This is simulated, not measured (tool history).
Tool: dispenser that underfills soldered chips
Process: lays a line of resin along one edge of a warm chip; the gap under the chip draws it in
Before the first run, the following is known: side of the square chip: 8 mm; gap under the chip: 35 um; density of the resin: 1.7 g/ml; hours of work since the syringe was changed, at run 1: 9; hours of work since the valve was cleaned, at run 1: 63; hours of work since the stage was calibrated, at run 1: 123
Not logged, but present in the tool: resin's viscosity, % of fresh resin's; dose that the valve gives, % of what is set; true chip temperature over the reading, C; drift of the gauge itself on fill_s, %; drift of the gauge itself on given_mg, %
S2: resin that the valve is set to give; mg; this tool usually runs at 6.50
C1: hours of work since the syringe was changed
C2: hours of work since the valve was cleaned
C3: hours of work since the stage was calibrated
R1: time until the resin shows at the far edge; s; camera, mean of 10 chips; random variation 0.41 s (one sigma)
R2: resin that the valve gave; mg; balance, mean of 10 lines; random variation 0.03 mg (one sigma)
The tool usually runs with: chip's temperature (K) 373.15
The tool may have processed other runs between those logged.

{"run": 1, "hour": 0.0, "chip's temperature (K)": 373.15, "S2": 6.5, "C1": 9, "C2": 63, "C3": 123, "R1": 46.9, "R2": 6.38}
{"hour": 1.5, "done": "new syringe of resin"}
{"run": 2, "hour": 3.5, "chip's temperature (K)": 373.15, "S2": 6.5, "C1": 1, "C2": 66, "C3": 125, "R1": 28.1, "R2": 6.32}
{"run": 3, "hour": 5.6, "chip's temperature (K)": 373.15, "S2": 6.5, "C1": 3, "C2": 67, "C3": 126, "R1": 31.2, "R2": 6.36}
{"run": 4, "hour": 10.0, "chip's temperature (K)": 373.15, "S2": 6.5, "C1": 6, "C2": 70, "C3": 129, "R1": 37.8, "R2": 6.39}
{"run": 5, "hour": 12.3, "chip's temperature (K)": 373.15, "S2": 6.5, "C1": 8, "C2": 72, "C3": 131, "R1": 42.9, "R2": 6.34}
{"hour": 16.2, "done": "new syringe of resin"}
{"run": 6, "hour": 16.8, "chip's temperature (K)": 373.15, "S2": 6.5, "C1": 0, "C2": 75, "C3": 134, "R1": 26.5, "R2": 6.35}
{"hour": 18.8, "done": "dispensing valve cleaned and set on the balance"}
{"run": 7, "hour": 22.1, "chip's temperature (K)": 373.15, "S2": 7.63, "C1": 3, "C2": 2, "C3": 137, "R1": 31.6, "R2": 7.65}
{"run": 8, "hour": 25.2, "chip's temperature (K)": 373.15, "S2": 7.63, "C1": 6, "C2": 4, "C3": 139, "R1": 36.5, "R2": 7.58}
{"run": 9, "hour": 28.0, "chip's temperature (K)": 374.15, "S2": 7.52, "C1": 8, "C2": 6, "C3": 141, "R1": 40.0, "R2": 7.49}
{"hour": 31.7, "done": "new syringe of resin"}
{"run": 10, "hour": 32.4, "chip's temperature (K)": 386.15, "S2": 6.68, "C1": 0, "C2": 9, "C3": 144, "R1": 14.5, "R2": 6.67}
{"run": 11, "hour": 35.0, "chip's temperature (K)": 373.15, "S2": 7.03, "C1": 2, "C2": 11, "C3": 146, "R1": 29.4, "R2": 7.01}
{"run": 12, "hour": 39.0, "chip's temperature (K)": 373.15, "S2": 7.03, "C1": 5, "C2": 14, "C3": 149, "R1": 35.7, "R2": 7.0}
{"run": 13, "hour": 42.2, "chip's temperature (K)": 384.15, "S2": 6.61, "C1": 7, "C2": 16, "C3": 151, "R1": 26.1, "R2": 6.56}
{"hour": 46.3, "done": "new syringe of resin"}
{"run": 14, "hour": 46.8, "chip's temperature (K)": 384.15, "S2": 6.61, "C1": 0, "C2": 19, "C3": 154, "R1": 17.2, "R2": 6.58}
{"run": 15, "hour": 50.8, "chip's temperature (K)": 385.15, "S2": 5.76, "C1": 3, "C2": 22, "C3": 157, "R1": 19.2, "R2": 5.7}
{"run": 16, "hour": 53.5, "chip's temperature (K)": 385.15, "S2": 5.76, "C1": 5, "C2": 24, "C3": 159, "R1": 21.5, "R2": 5.71}

Consider 5 possible next runs. They are alternatives, not a sequence: every one starts from the tool as it was left by run 16. What does each give?
{"run": "A", "hour": 56.1, "chip's temperature (K)": 363.15, "S2": 5.76, "C1": 7, "C2": 26, "C3": 160, "R1": "?", "R2": "?"}
{"run": "B", "hour": 56.1, "chip's temperature (K)": 381.15, "S2": 6.58, "C1": 7, "C2": 26, "C3": 160, "R1": "?", "R2": "?"}
{"run": "C", "hour": 56.1, "chip's temperature (K)": 373.15, "S2": 6.5, "C1": 7, "C2": 26, "C3": 160, "R1": "?", "R2": "?"}
{"run": "D", "hour": 56.1, "chip's temperature (K)": 376.15, "S2": 6.66, "C1": 7, "C2": 26, "C3": 160, "R1": "?", "R2": "?"}
{"run": "E", "hour": 56.1, "chip's temperature (K)": 373.15, "S2": 6.26, "C1": 7, "C2": 26, "C3": 160, "R1": "?", "R2": "?"}

run=A R1=65.6 R2=5.66
run=B R1=28.4 R2=6.52
run=C R1=41.1 R2=6.44
run=D R1=35.3 R2=6.60
run=E R1=40.6 R2=6.21
Without the tool's hidden state the same runs would have given:
run=A R1=44.0 R2=5.72
run=B R1=19.0 R2=6.58
run=C R1=27.6 R2=6.49
run=D R1=23.5 R2=6.66
run=E R1=27.1 R2=6.27
